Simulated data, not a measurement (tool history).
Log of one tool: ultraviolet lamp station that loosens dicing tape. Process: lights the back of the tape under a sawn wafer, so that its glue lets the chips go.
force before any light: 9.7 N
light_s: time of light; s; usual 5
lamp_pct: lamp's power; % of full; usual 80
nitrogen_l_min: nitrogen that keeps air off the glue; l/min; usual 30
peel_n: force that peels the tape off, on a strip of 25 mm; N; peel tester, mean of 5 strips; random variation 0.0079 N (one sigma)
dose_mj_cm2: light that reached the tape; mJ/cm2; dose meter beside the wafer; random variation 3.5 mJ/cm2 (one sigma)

| run | hour | light_s | lamp_pct | nitrogen_l_min | peel_n | dose_mj_cm2 |
|---|---|---|---|---|---|---|
| 1 | 0 | 5 | 80 | 30 | 0.356 | 520 |
| 2 | 14.7 | 5 | 80 | 30 | 0.345 | 512 |
| 3 | 29.4 | 8 | 80 | 30 | 0.257 | 827 |
| 4 | 44.6 | 5 | 80 | 30 | 0.356 | 516 |
| 5 | 68.2 | 3 | 80 | 30 | 0.929 | 314 |
| 6 | 82.9 | 3 | 80 | 30 | 0.883 | 309 |
| 7 | 96.4 | 3 | 80 | 50 | 0.639 | 313 |
| 8 | 106.9 | 2 | 80 | 30 | 1.885 | 207 |
| 9 | 129.6 | 5 | 80 | 30 | 0.352 | 507 |
| 10 | 146.5 | 5 | 80 | 30 | 0.372 | 502 |
| 11 | 168.2 | 4 | 80 | 30 | 0.554 | 399 |
| 12 | 180.4 | 5 | 80 | 30 | 0.38 | 504 |
| 13 | 197.8 | 5 | 87 | 30 | 0.32 | 546 |
| 14 | 218.7 | 5 | 87 | 30 | 0.322 | 542 |
| 15 | 238.6 | 5 | 75 | 30 | 0.393 | 469 |
| 16 | 250.7 | 5 | 80 | 30 | 0.373 | 489 |
| 17 | 267.5 | 5 | 80 | 30 | 0.369 | 496 |
| 18 | 289.3 | 5 | 80 | 30 | 0.373 | 491 |
| 19 | 308.8 | 5 | 80 | 30 | 0.378 | 491 |
| 20 | 326.2 | 5 | 80 | 30 | 0.385 | 490 |
| 21 | 348 | 5 | 80 | 30 | 0.394 | 486 |
| 22 | 362.2 | 5 | 91 | 12 | 0.551 | 558 |
| 23 | 386.5 | 5 | 71 | 12 | 0.932 | 429 |
| 24 | 409.7 | 5 | 70 | 16 | 0.778 | 422 |
| 25 | 430.8 | 4 | 72 | 45 | 0.569 | 346 |
| 26 | 446.7 | 4 | 72 | 45 | 0.578 | 347 |
| 27 | 466.2 | 4 | 63 | 21 | 1.173 | 302 |
| 28 | 485 | 4 | 80 | 34 | 0.554 | 379 |
| 29 | 499.3 | 5 | 80 | 34 | 0.377 | 477 |
| 30 | 522.8 | 5 | 83 | 13 | 0.659 | 491 |
| 31 | 543.9 | 7 | 65 | 30 | 0.341 | 534 |
| 32 | 562.1 | 7 | 65 | 30 | 0.346 | 537 |
| 33 | 583.4 | 4 | 95 | 23 | 0.523 | 443 |
| 34 | 605.7 | 3 | 80 | 27 | 1.213 | 279 |
| 35 | 630.1 | 3 | 68 | 31 | 1.522 | 234 |
| 36 | 645.5 | 3 | 68 | 31 | 1.48 | 232 |
| 37 | 668.1 | 3 | 68 | 31 | 1.472 | 234 |
| 38 | 683 | 3 | 68 | 31 | 1.512 | 231 |
| 39 | 697.2 | 3 | 68 | 31 | 1.519 | 232 |
| 40 | 715.3 | 3 | 68 | 31 | 1.515 | 228 |
| 41 | 735 | 3 | 76 | 31 | 1.266 | 258 |

Forecast each of these 4 alternatives for the next run:
| A | 757.9 | 2 | 97 | 11 | ? | ? |
| B | 757.9 | 10 | 76 | 31 | ? | ? |
| C | 757.9 | 5 | 65 | 30 | ? | ? |
| D | 757.9 | 8 | 60 | 39 | ? | ? |

| run | peel_n | dose_mj_cm2 |
|---|---|---|
| A | 2.844 | 218 |
| B | 0.245 | 860 |
| C | 0.621 | 363 |
| D | 0.316 | 540 |
Without the tool's hidden state the same runs would have given:
| run | peel_n | dose_mj_cm2 |
|---|---|---|
| A | 2.042 | 280 |
| B | 0.24 | 1105 |
| C | 0.388 | 468 |
| D | 0.269 | 694 |
